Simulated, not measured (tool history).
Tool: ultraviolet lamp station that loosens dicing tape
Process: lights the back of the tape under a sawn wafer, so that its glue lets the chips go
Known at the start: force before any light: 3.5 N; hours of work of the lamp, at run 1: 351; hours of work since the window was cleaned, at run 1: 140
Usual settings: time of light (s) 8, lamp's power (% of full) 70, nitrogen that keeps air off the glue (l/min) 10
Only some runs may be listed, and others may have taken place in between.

| run | hour | time of light (s) | lamp's power (% of full) | nitrogen that keeps air off the glue (l/min) | hours of work of the lamp | hours of work since the window was cleaned | force that peels the tape off (N) | light that reached the tape (mJ/cm2) |
|---|---|---|---|---|---|---|---|---|
| 1 | 0 | 8 | 70 | 10 | 351 | 140 | 0.683 | 159 |
| 2 | 52.7 | 8 | 70 | 10 | 386 | 175 | 0.732 | 154 |
| 3 | 93.4 | 8 | 70 | 10 | 413 | 202 | 0.751 | 150 |
| 4 | 135.3 | 8 | 70 | 10 | 440 | 229 | 0.771 | 148 |
| 5 | 177.2 | 8 | 70 | 10 | 468 | 257 | 0.838 | 138 |
| 6 | 203.6 | 4 | 70 | 10 | 485 | 274 | 1.717 | 71 |
|  | 225.5 | window cleaned of glue's vapour |
| 7 | 230.6 | 4 | 79 | 10 | 503 | 3 | 1.654 | 71 |
| 8 | 262 | 4 | 79 | 10 | 524 | 24 | 1.664 | 72 |
| 9 | 293.2 | 7 | 82 | 3 | 544 | 45 | 1.299 | 128 |
| 10 | 343.5 | 5 | 93 | 6 | 577 | 78 | 1.392 | 98 |
| 11 | 387.2 | 12 | 74 | 7 | 606 | 107 | 0.646 | 180 |
| 12 | 441 | 14 | 70 | 10 | 642 | 142 | 0.502 | 188 |
|  | 445.7 | lamp changed |
| 13 | 470.3 | 10 | 67 | 10 | 16 | 161 | 0.37 | 232 |
| 14 | 507.6 | 8 | 68 | 15 | 41 | 185 | 0.467 | 194 |

What differs in the tool's unlogged condition from the final listed run ahead of each entry between runs to the first listed run following it?
From run 6 to run 7: window cleaned of glue's vapour (hour 225.5)
  lamp's light, % of a new lamp's: 65 -> 63.8; light that the window lets through, % of a clean one's: 94.5 -> 92
  the result without the hidden state subtracted from the measured one, force that peels the tape off (N): +0.606 -> +0.676; light that reached the tape (mJ/cm2): -43 -> -52
From run 12 to run 13: lamp changed (hour 445.7)
  lamp's light, % of a new lamp's: 55 -> 98.9; light that the window lets through, % of a clean one's: 89.2 -> 88.9
  the result without the hidden state subtracted from the measured one, force that peels the tape off (N): +0.343 -> +0.073; light that reached the tape (mJ/cm2): -197 -> -33

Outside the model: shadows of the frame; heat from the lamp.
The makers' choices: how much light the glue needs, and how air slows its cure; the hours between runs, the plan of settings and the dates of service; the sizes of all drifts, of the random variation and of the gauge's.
